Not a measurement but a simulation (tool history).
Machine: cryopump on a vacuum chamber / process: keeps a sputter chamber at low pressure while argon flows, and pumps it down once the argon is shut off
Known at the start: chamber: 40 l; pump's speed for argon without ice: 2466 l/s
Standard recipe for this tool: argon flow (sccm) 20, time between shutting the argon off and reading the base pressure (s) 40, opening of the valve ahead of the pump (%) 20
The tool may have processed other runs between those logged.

| run | hour | argon flow (sccm) | time between shutting the argon off and reading the base pressure (s) | opening of the valve ahead of the pump (%) | pressure while argon flows (Pa) | pressure after the wait (uPa) |
|---|---|---|---|---|---|---|
| 1 | 0.0 | 20 | 40 | 20 | 0.0682 | 1.89 |
| 2 | 70.0 | 19 | 40 | 20 | 0.0654 | 1.88 |
| 3 | 131.2 | 19 | 40 | 28 | 0.0478 | 1.97 |
| 4 | 173.9 | 20 | 40 | 20 | 0.0694 | 1.95 |
| 5 | 241.6 | 20 | 40 | 20 | 0.0696 | 1.98 |
| 6 | 275.9 | 20 | 40 | 17 | 0.0816 | 1.99 |
| 7 | 344.7 | 9 | 40 | 20 | 0.0310 | 2.04 |
| 8 | 414.4 | 9 | 40 | 20 | 0.0314 | 2.05 |
| 9 | 473.3 | 9 | 40 | 20 | 0.0321 | 2.09 |
| 10 | 504.5 | 20 | 40 | 20 | 0.0702 | 2.11 |
| 11 | 570.9 | 20 | 40 | 20 | 0.0710 | 2.09 |
| 12 | 617.2 | 20 | 40 | 20 | 0.0704 | 2.11 |
| 13 | 660.1 | 20 | 40 | 20 | 0.0709 | 2.19 |
| 14 | 701.6 | 20 | 40 | 20 | 0.0705 | 2.14 |
| 15 | 753.5 | 20 | 40 | 55 | 0.0274 | 2.19 |
| 16 | 788.0 | 20 | 40 | 55 | 0.0277 | 2.15 |
| 17 | 836.1 | 20 | 40 | 46 | 0.0323 | 2.20 |
| 18 | 896.8 | 20 | 71 | 46 | 0.0324 | 1.81 |
| 19 | 939.6 | 20 | 71 | 46 | 0.0328 | 1.78 |
| 20 | 975.8 | 20 | 71 | 45 | 0.0333 | 1.86 |
| 21 | 1010.2 | 20 | 71 | 45 | 0.0326 | 1.92 |
| 22 | 1044.3 | 20 | 71 | 45 | 0.0330 | 1.86 |
| 23 | 1079.4 | 34 | 40 | 20 | 0.1224 | 2.42 |
| 24 | 1145.4 | 20 | 40 | 26 | 0.0554 | 2.37 |
| 25 | 1215.7 | 38 | 40 | 20 | 0.1364 | 2.42 |
| 26 | 1257.5 | 8 | 207 | 44 | 0.0138 | 1.63 |
| 27 | 1315.4 | 31 | 207 | 40 | 0.0600 | 1.66 |
| 28 | 1374.5 | 20 | 229 | 20 | 0.0724 | 1.69 |
|  | 1408.5 | pump warmed up, emptied and cooled again |
| 29 | 1442.3 | 22 | 40 | 20 | 0.0758 | 2.16 |
| 30 | 1502.2 | 22 | 40 | 20 | 0.0766 | 2.25 |
| 31 | 1547.3 | 22 | 40 | 20 | 0.0768 | 2.24 |
| 32 | 1589.1 | 10 | 40 | 17 | 0.0404 | 2.29 |
| 33 | 1653.1 | 20 | 117 | 49 | 0.0295 | 1.70 |
| 34 | 1685.7 | 38 | 117 | 49 | 0.0558 | 1.69 |

For each run, the measured value with the value that run would have given without the tool's hidden condition subtracted. The run-to-run variation is shared by both, the gauge scatter possibly not:
The tool's hidden condition here consists of: pump's speed, % of a pump's without ice; cold plate's temperature, K; leak into the chamber, uPa l/s; drift of the gauge itself on working_pa, %; drift of the gauge itself on base_upa, %.
| run | pressure while argon flows (Pa) | pressure after the wait (uPa) |
|---|---|---|
| 1 | +0.0003 | +0.74 |
| 2 | +0.0005 | +0.77 |
| 3 | +0.0006 | +0.81 |
| 4 | +0.0007 | +0.81 |
| 5 | +0.0009 | +0.85 |
| 6 | +0.0009 | +0.86 |
| 7 | +0.0005 | +0.89 |
| 8 | +0.0006 | +0.91 |
| 9 | +0.0007 | +0.95 |
| 10 | +0.0016 | +0.96 |
| 11 | +0.0017 | +0.98 |
| 12 | +0.0018 | +0.98 |
| 13 | +0.0020 | +1.04 |
| 14 | +0.0021 | +1.03 |
| 15 | +0.0022 | +1.05 |
| 16 | +0.0023 | +1.07 |
| 17 | +0.0025 | +1.09 |
| 18 | +0.0027 | +1.13 |
| 19 | +0.0028 | +1.12 |
| 20 | +0.0029 | +1.17 |
| 21 | +0.0030 | +1.20 |
| 22 | +0.0030 | +1.18 |
| 23 | +0.0055 | +1.25 |
| 24 | +0.0034 | +1.26 |
| 25 | +0.0069 | +1.30 |
| 26 | +0.0015 | +1.30 |
| 27 | +0.0062 | +1.34 |
| 28 | +0.0041 | +1.42 |
| 29 | +0.0007 | +1.08 |
| 30 | +0.0009 | +1.12 |
| 31 | +0.0010 | +1.12 |
| 32 | +0.0005 | +1.16 |
| 33 | +0.0011 | +1.21 |
| 34 | +0.0024 | +1.21 |

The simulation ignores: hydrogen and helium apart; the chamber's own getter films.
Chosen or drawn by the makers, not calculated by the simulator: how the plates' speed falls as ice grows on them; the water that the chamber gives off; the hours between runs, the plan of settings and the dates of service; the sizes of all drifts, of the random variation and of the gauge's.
